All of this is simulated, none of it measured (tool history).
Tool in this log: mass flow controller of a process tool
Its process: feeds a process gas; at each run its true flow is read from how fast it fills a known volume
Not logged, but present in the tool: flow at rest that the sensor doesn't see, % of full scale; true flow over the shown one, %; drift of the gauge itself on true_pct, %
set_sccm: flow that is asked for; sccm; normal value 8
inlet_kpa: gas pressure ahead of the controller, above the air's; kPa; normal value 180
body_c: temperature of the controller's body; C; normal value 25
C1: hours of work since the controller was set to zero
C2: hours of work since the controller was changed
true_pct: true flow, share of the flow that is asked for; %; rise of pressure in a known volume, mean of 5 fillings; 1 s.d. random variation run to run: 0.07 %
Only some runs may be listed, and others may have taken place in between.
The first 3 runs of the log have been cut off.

Run 4, hour 273.1: usual settings; C1 398; C2 398. Result: true_pct 98.71 %.
Run 5, hour 350.1: usual settings; C1 433; C2 433. Result: true_pct 98.67 %.
Run 6, hour 440.7: usual settings; C1 473; C2 473. Result: true_pct 98.78 %.
Run 7, hour 544.9: usual settings; C1 520; C2 520. Result: true_pct 98.84 %.
Run 8, hour 659.9: usual settings; C1 571; C2 571. Result: true_pct 98.74 %.
Run 9, hour 732.4: usual settings; C1 603; C2 603. Result: true_pct 98.82 %.
Run 10, hour 844.5: usual settings; C1 653; C2 653. Result: true_pct 98.83 %.
Run 11, hour 928.6: usual settings; C1 691; C2 691. Result: true_pct 98.86 %.
Run 12, hour 1016.7: usual settings but inlet_kpa 245 kPa; C1 730; C2 730. Result: true_pct 99.21 %.
Run 13, hour 1124.1: usual settings but inlet_kpa 245 kPa; C1 778; C2 778. Result: true_pct 99.4 %.
Run 14, hour 1194.9: usual settings but inlet_kpa 245 kPa; C1 810; C2 810. Result: true_pct 99.33 %.
Run 15, hour 1329.5: usual settings but inlet_kpa 245 kPa; C1 870; C2 870. Result: true_pct 99.31 %.
At hour 1335.4: controller's zero set anew.
Run 16, hour 1418.7: usual settings but inlet_kpa 245 kPa; C1 37; C2 909. Result: true_pct 99.54 %.
Run 17, hour 1496.3: usual settings but set_sccm 9 sccm, inlet_kpa 245 kPa; C1 72; C2 944. Result: true_pct 99.6 %.
Run 18, hour 1592: usual settings but set_sccm 14 sccm, body_c 30 C; C1 114; C2 987. Result: true_pct 99.47 %.
Run 19, hour 1648.2: usual settings but set_sccm 14 sccm, body_c 30 C; C1 140; C2 1012. Result: true_pct 99.35 %.
Run 20, hour 1744.4: usual settings but inlet_kpa 159 kPa, body_c 35 C; C1 182; C2 1055. Result: true_pct 98.64 %.
At hour 1774.4: controller's zero set anew, once more.
Run 21, hour 1806.6: usual settings but inlet_kpa 159 kPa, body_c 35 C; C1 14; C2 1082. Result: true_pct 98.15 %.
Run 22, hour 1861.7: usual settings but set_sccm 7 sccm; C1 39; C2 1107. Result: true_pct 98.56 %.
Run 23, hour 1976.2: usual settings but set_sccm 2 sccm, body_c 39 C; C1 90; C2 1158. Result: true_pct 97.7 %.
Run 24, hour 2093: usual settings but set_sccm 2 sccm, body_c 39 C; C1 142; C2 1210. Result: true_pct 97.86 %.
Run 25, hour 2165.7: usual settings but set_sccm 2 sccm, inlet_kpa 192 kPa, body_c 39 C; C1 175; C2 1242. Result: true_pct 97.81 %.
Run 26, hour 2288.2: usual settings but set_sccm 2 sccm, inlet_kpa 192 kPa, body_c 39 C; C1 229; C2 1297. Result: true_pct 98.07 %.
Run 27, hour 2383.6: usual settings but set_sccm 2 sccm, inlet_kpa 192 kPa, body_c 39 C; C1 272; C2 1340. Result: true_pct 98.24 %.

Predict the results of run 28:
Run 28, hour 2492.8: usual settings but set_sccm 3 sccm; C1 320; C2 1388. Result: true_pct ?.

Run 28 came out at true_pct 98.56 %.
With no hidden state in the tool, this same run would have given true_pct 97.75 %.
